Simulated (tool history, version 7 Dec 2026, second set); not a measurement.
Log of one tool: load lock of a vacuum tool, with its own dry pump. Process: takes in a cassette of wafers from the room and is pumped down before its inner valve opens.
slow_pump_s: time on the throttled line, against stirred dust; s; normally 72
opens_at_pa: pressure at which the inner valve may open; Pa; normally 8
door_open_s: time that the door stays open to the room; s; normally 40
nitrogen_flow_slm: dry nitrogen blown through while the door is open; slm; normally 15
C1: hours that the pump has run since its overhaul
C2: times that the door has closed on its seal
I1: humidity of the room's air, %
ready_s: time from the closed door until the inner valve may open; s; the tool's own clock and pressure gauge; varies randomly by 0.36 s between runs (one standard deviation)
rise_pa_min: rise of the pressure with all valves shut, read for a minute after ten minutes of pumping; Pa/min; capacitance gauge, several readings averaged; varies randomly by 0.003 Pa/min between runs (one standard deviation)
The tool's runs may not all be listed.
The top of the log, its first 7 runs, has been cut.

run 8 hour=1001.9 | slow_pump_s=72 opens_at_pa=8 door_open_s=40 nitrogen_flow_slm=15 | C1=5888 C2=52180 | I1=46.1 | ready_s=126.9 rise_pa_min=0.425
run 9 hour=1106.4 | slow_pump_s=72 opens_at_pa=8 door_open_s=40 nitrogen_flow_slm=15 | C1=5993 C2=52601 | I1=46.5 | ready_s=126.7 rise_pa_min=0.42
run 10 hour=1244.3 | slow_pump_s=45 opens_at_pa=8 door_open_s=40 nitrogen_flow_slm=15 | C1=6131 C2=53155 | I1=46 | ready_s=105.6 rise_pa_min=0.435
run 11 hour=1385.4 | slow_pump_s=45 opens_at_pa=8 door_open_s=40 nitrogen_flow_slm=15 | C1=6272 C2=53722 | I1=44.6 | ready_s=105.4 rise_pa_min=0.446
run 12 hour=1497.7 | slow_pump_s=45 opens_at_pa=8 door_open_s=40 nitrogen_flow_slm=15 | C1=6384 C2=54174 | I1=47.5 | ready_s=105.3 rise_pa_min=0.447
run 13 hour=1663.6 | slow_pump_s=45 opens_at_pa=8 door_open_s=40 nitrogen_flow_slm=15 | C1=6550 C2=54840 | I1=49 | ready_s=105.8 rise_pa_min=0.475
run 14 hour=1782.1 | slow_pump_s=45 opens_at_pa=8 door_open_s=40 nitrogen_flow_slm=15 | C1=6669 C2=55316 | I1=44 | ready_s=106.4 rise_pa_min=0.473
run 15 hour=1885.4 | slow_pump_s=45 opens_at_pa=8 door_open_s=40 nitrogen_flow_slm=15 | C1=6772 C2=55732 | I1=43.7 | ready_s=106.6 rise_pa_min=0.472
run 16 hour=2008 | slow_pump_s=45 opens_at_pa=8 door_open_s=40 nitrogen_flow_slm=15 | C1=6895 C2=56225 | I1=43.4 | ready_s=106.5 rise_pa_min=0.472
run 17 hour=2188.7 | slow_pump_s=45 opens_at_pa=8 door_open_s=40 nitrogen_flow_slm=15 | C1=7075 C2=56951 | I1=46.5 | ready_s=106.7 rise_pa_min=0.499
run 18 hour=2324.4 | slow_pump_s=45 opens_at_pa=8 door_open_s=32 nitrogen_flow_slm=15 | C1=7211 C2=57496 | I1=44 | ready_s=106.4 rise_pa_min=0.493
run 19 hour=2455.4 | slow_pump_s=100 opens_at_pa=8 door_open_s=40 nitrogen_flow_slm=31 | C1=7342 C2=58023 | I1=45.2 | ready_s=149.5 rise_pa_min=0.498
run 20 hour=2582.5 | slow_pump_s=100 opens_at_pa=8 door_open_s=40 nitrogen_flow_slm=31 | C1=7469 C2=58533 | I1=46.9 | ready_s=149.1 rise_pa_min=0.488
-- hour=2704.4 door's seal changed, seat wiped
run 21 hour=2727.6 | slow_pump_s=100 opens_at_pa=8 door_open_s=40 nitrogen_flow_slm=31 | C1=7613 C2=94 | I1=44.6 | ready_s=149.7 rise_pa_min=0.01
run 22 hour=2811.6 | slow_pump_s=72 opens_at_pa=8 door_open_s=78 nitrogen_flow_slm=15 | C1=7697 C2=431 | I1=45.2 | ready_s=128 rise_pa_min=0.018
run 23 hour=2913.4 | slow_pump_s=72 opens_at_pa=8 door_open_s=78 nitrogen_flow_slm=15 | C1=7799 C2=841 | I1=47.5 | ready_s=127.5 rise_pa_min=0.021
run 24 hour=3032.5 | slow_pump_s=43 opens_at_pa=7 door_open_s=92 nitrogen_flow_slm=16 | C1=7918 C2=1319 | I1=40.9 | ready_s=106.4 rise_pa_min=0.019
run 25 hour=3220.4 | slow_pump_s=54 opens_at_pa=8 door_open_s=77 nitrogen_flow_slm=13 | C1=8105 C2=2074 | I1=44.7 | ready_s=114.2 rise_pa_min=0.026
run 26 hour=3332 | slow_pump_s=54 opens_at_pa=8 door_open_s=77 nitrogen_flow_slm=13 | C1=8217 C2=2523 | I1=46.1 | ready_s=113.6 rise_pa_min=0.029
run 27 hour=3443.6 | slow_pump_s=92 opens_at_pa=8 door_open_s=40 nitrogen_flow_slm=10 | C1=8329 C2=2971 | I1=43.4 | ready_s=143 rise_pa_min=0.026
run 28 hour=3549.9 | slow_pump_s=37 opens_at_pa=12 door_open_s=90 nitrogen_flow_slm=4 | C1=8435 C2=3399 | I1=44.1 | ready_s=98.1 rise_pa_min=0.049
run 29 hour=3676.6 | slow_pump_s=115 opens_at_pa=12 door_open_s=90 nitrogen_flow_slm=5 | C1=8562 C2=3908 | I1=49.4 | ready_s=158.7 rise_pa_min=0.051
run 30 hour=3844.1 | slow_pump_s=115 opens_at_pa=8 door_open_s=65 nitrogen_flow_slm=23 | C1=8729 C2=4581 | I1=49.6 | ready_s=161.7 rise_pa_min=0.026
run 31 hour=3995.2 | slow_pump_s=66 opens_at_pa=8 door_open_s=42 nitrogen_flow_slm=5 | C1=8880 C2=5189 | I1=46.3 | ready_s=124.1 rise_pa_min=0.036

Forecast each of these 5 alternatives for the next run:
run A hour=4168 | slow_pump_s=49 opens_at_pa=6 door_open_s=40 nitrogen_flow_slm=15 | C1=9053 C2=5883 | I1=45.4 | ready_s=? rise_pa_min=?
run B hour=4168 | slow_pump_s=90 opens_at_pa=11 door_open_s=42 nitrogen_flow_slm=6 | C1=9053 C2=5883 | I1=46.6 | ready_s=? rise_pa_min=?
run C hour=4168 | slow_pump_s=51 opens_at_pa=8 door_open_s=212 nitrogen_flow_slm=5 | C1=9053 C2=5883 | I1=37.9 | ready_s=? rise_pa_min=?
run D hour=4168 | slow_pump_s=59 opens_at_pa=8 door_open_s=40 nitrogen_flow_slm=9 | C1=9053 C2=5883 | I1=45.6 | ready_s=? rise_pa_min=?
run E hour=4168 | slow_pump_s=44 opens_at_pa=6 door_open_s=42 nitrogen_flow_slm=7 | C1=9053 C2=5883 | I1=42.3 | ready_s=? rise_pa_min=?

run=A ready_s=114.1 rise_pa_min=0.035
run=B ready_s=140.3 rise_pa_min=0.037
run=C ready_s=113 rise_pa_min=0.088
run=D ready_s=119.1 rise_pa_min=0.03
run=E ready_s=110 rise_pa_min=0.038
Without the tool's hidden state the same runs would have given:
run=A ready_s=107.9 rise_pa_min=0.016
run=B ready_s=135.6 rise_pa_min=0.018
run=C ready_s=107 rise_pa_min=0.068
run=D ready_s=113.5 rise_pa_min=0.011
run=E ready_s=103.8 rise_pa_min=0.019
